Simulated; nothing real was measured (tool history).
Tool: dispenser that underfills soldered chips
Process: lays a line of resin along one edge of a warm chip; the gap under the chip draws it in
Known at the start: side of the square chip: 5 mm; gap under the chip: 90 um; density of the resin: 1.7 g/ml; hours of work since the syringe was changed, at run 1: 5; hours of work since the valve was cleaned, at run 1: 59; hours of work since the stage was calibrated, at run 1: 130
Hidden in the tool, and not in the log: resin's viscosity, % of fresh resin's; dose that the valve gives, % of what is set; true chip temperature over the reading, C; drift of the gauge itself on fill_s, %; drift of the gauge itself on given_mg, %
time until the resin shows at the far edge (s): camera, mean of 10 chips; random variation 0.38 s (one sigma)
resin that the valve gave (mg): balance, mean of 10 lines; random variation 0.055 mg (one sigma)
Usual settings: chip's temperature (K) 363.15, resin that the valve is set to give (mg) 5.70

| run | hour | chip's temperature (K) | resin that the valve is set to give (mg) | hours of work since the syringe was changed | hours of work since the valve was cleaned | hours of work since the stage was calibrated | time until the resin shows at the far edge (s) | resin that the valve gave (mg) |
|---|---|---|---|---|---|---|---|---|
| 1 | 0.0 | 363.15 | 5.70 | 5 | 59 | 130 | 34.4 | 5.47 |
|  | 3.0 | new syringe of resin |
|  | 14.4 | new syringe of resin |
| 2 | 15.5 | 363.15 | 5.70 | 1 | 69 | 139 | 24.7 | 5.36 |
|  | 24.8 | new syringe of resin |
| 3 | 27.9 | 363.15 | 5.70 | 2 | 76 | 147 | 27.4 | 5.34 |
|  | 36.0 | new syringe of resin |
|  | 42.5 | dispensing valve cleaned and set on the balance |
| 4 | 43.9 | 363.15 | 5.70 | 4 | 1 | 156 | 33.9 | 5.68 |
|  | 48.0 | new syringe of resin |
| 5 | 54.6 | 363.15 | 5.70 | 4 | 7 | 162 | 32.8 | 5.60 |
|  | 59.6 | new syringe of resin |
| 6 | 68.0 | 363.15 | 5.70 | 5 | 15 | 170 | 36.1 | 5.71 |
|  | 71.2 | new syringe of resin |
| 7 | 75.4 | 375.15 | 5.70 | 3 | 20 | 175 | 19.5 | 5.71 |
|  | 82.4 | new syringe of resin |
| 8 | 82.5 | 363.15 | 5.70 | 0 | 24 | 179 | 23.7 | 5.69 |
|  | 93.5 | new syringe of resin |
| 9 | 94.9 | 363.15 | 4.90 | 1 | 32 | 187 | 25.8 | 4.89 |
| 10 | 103.5 | 376.15 | 6.10 | 6 | 37 | 192 | 26.2 | 5.94 |
|  | 105.2 | new syringe of resin |
|  | 115.9 | new syringe of resin |
| 11 | 119.5 | 368.15 | 5.48 | 2 | 47 | 202 | 24.2 | 5.26 |
|  | 126.8 | new syringe of resin |
| 12 | 126.9 | 352.15 | 6.15 | 0 | 51 | 206 | 32.5 | 5.91 |

Forecast run 13:
|  | 137.3 | new syringe of resin |
| 13 | 137.3 | 355.15 | 5.03 | 0 | 57 | 212 | ? | ? |

{"run 13": {"time until the resin shows at the far edge (s)": 30.5, "resin that the valve gave (mg)": 4.8}}
Without the tool's hidden state the same run would have given time until the resin shows at the far edge (s) 31.6, resin that the valve gave (mg) 5.01.
